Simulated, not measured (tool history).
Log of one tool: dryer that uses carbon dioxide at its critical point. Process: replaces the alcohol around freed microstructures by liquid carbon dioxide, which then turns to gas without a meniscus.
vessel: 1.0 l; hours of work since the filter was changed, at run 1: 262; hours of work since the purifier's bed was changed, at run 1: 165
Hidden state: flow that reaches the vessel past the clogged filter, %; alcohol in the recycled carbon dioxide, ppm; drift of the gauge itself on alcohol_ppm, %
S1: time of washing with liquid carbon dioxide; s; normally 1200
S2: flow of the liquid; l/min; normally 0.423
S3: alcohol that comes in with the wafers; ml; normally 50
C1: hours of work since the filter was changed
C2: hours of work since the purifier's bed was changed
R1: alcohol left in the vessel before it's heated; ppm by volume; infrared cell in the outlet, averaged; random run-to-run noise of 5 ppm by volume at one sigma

{"run": 1, "day": 0.0, "S1": 1200, "S2": 0.423, "S3": 50, "C1": 262, "C2": 165, "R1": 122}
{"run": 2, "day": 1.396, "S1": 1200, "S2": 0.556, "S3": 50, "C1": 286, "C2": 189, "R1": 71}
{"run": 3, "day": 2.883, "S1": 1200, "S2": 0.336, "S3": 50, "C1": 311, "C2": 214, "R1": 334}
{"run": 4, "day": 3.933, "S1": 1200, "S2": 0.336, "S3": 50, "C1": 329, "C2": 232, "R1": 347}
{"run": 5, "day": 5.067, "S1": 1200, "S2": 0.423, "S3": 116, "C1": 348, "C2": 251, "R1": 259}
{"run": 6, "day": 6.308, "S1": 1200, "S2": 0.423, "S3": 116, "C1": 369, "C2": 272, "R1": 270}
{"run": 7, "day": 8.108, "S1": 1200, "S2": 0.423, "S3": 94, "C1": 400, "C2": 303, "R1": 244}
{"run": 8, "day": 9.058, "S1": 1200, "S2": 0.262, "S3": 50, "C1": 416, "C2": 319, "R1": 1055}
{"run": 9, "day": 10.508, "S1": 1200, "S2": 0.262, "S3": 50, "C1": 441, "C2": 344, "R1": 1096}
{"run": 10, "day": 12.462, "S1": 1200, "S2": 0.262, "S3": 50, "C1": 474, "C2": 377, "R1": 1133}
{"day": 12.838, "done": "inlet filter changed"}
{"run": 11, "day": 13.983, "S1": 1200, "S2": 0.262, "S3": 50, "C1": 20, "C2": 402, "R1": 754}
{"run": 12, "day": 15.038, "S1": 1200, "S2": 0.262, "S3": 50, "C1": 38, "C2": 420, "R1": 768}
{"run": 13, "day": 16.783, "S1": 1200, "S2": 0.262, "S3": 50, "C1": 67, "C2": 450, "R1": 781}
{"run": 14, "day": 18.212, "S1": 1200, "S2": 0.262, "S3": 50, "C1": 92, "C2": 474, "R1": 803}
{"run": 15, "day": 19.821, "S1": 1200, "S2": 0.262, "S3": 50, "C1": 119, "C2": 502, "R1": 842}
{"run": 16, "day": 21.762, "S1": 1200, "S2": 0.322, "S3": 50, "C1": 152, "C2": 535, "R1": 439}
{"run": 17, "day": 23.871, "S1": 780, "S2": 0.367, "S3": 74, "C1": 188, "C2": 571, "R1": 1759}
{"run": 18, "day": 25.658, "S1": 900, "S2": 0.69, "S3": 90, "C1": 219, "C2": 601, "R1": 206}
{"run": 19, "day": 26.646, "S1": 900, "S2": 0.69, "S3": 90, "C1": 235, "C2": 618, "R1": 216}
{"run": 20, "day": 28.917, "S1": 1800, "S2": 0.423, "S3": 50, "C1": 274, "C2": 657, "R1": 194}
{"run": 21, "day": 30.967, "S1": 780, "S2": 0.291, "S3": 29, "C1": 309, "C2": 692, "R1": 1717}
{"run": 22, "day": 32.308, "S1": 960, "S2": 0.423, "S3": 23, "C1": 332, "C2": 715, "R1": 335}
{"run": 23, "day": 34.296, "S1": 960, "S2": 0.423, "S3": 23, "C1": 366, "C2": 749, "R1": 343}
{"run": 24, "day": 36.412, "S1": 1140, "S2": 0.437, "S3": 30, "C1": 402, "C2": 785, "R1": 294}
{"run": 25, "day": 37.742, "S1": 1140, "S2": 0.437, "S3": 30, "C1": 424, "C2": 807, "R1": 290}

Each row is a separate what-if for the run after 25, all from the same tool condition, not one after another. Results?
{"run": "A", "day": 39.25, "S1": 1080, "S2": 0.528, "S3": 50, "C1": 450, "C2": 833, "R1": "?"}
{"run": "B", "day": 39.25, "S1": 1200, "S2": 0.423, "S3": 46, "C1": 450, "C2": 833, "R1": "?"}
{"run": "C", "day": 39.25, "S1": 1500, "S2": 0.354, "S3": 61, "C1": 450, "C2": 833, "R1": "?"}
{"run": "D", "day": 39.25, "S1": 1380, "S2": 0.29, "S3": 24, "C1": 450, "C2": 833, "R1": "?"}
{"run": "E", "day": 39.25, "S1": 1140, "S2": 0.437, "S3": 23, "C1": 450, "C2": 833, "R1": "?"}

run=A R1=279
run=B R1=321
run=C R1=315
run=D R1=413
run=E R1=278
With no hidden state in the tool, these same runs would have given:
run=A R1=25
run=B R1=39
run=C R1=44
run=D R1=104
run=E R1=27
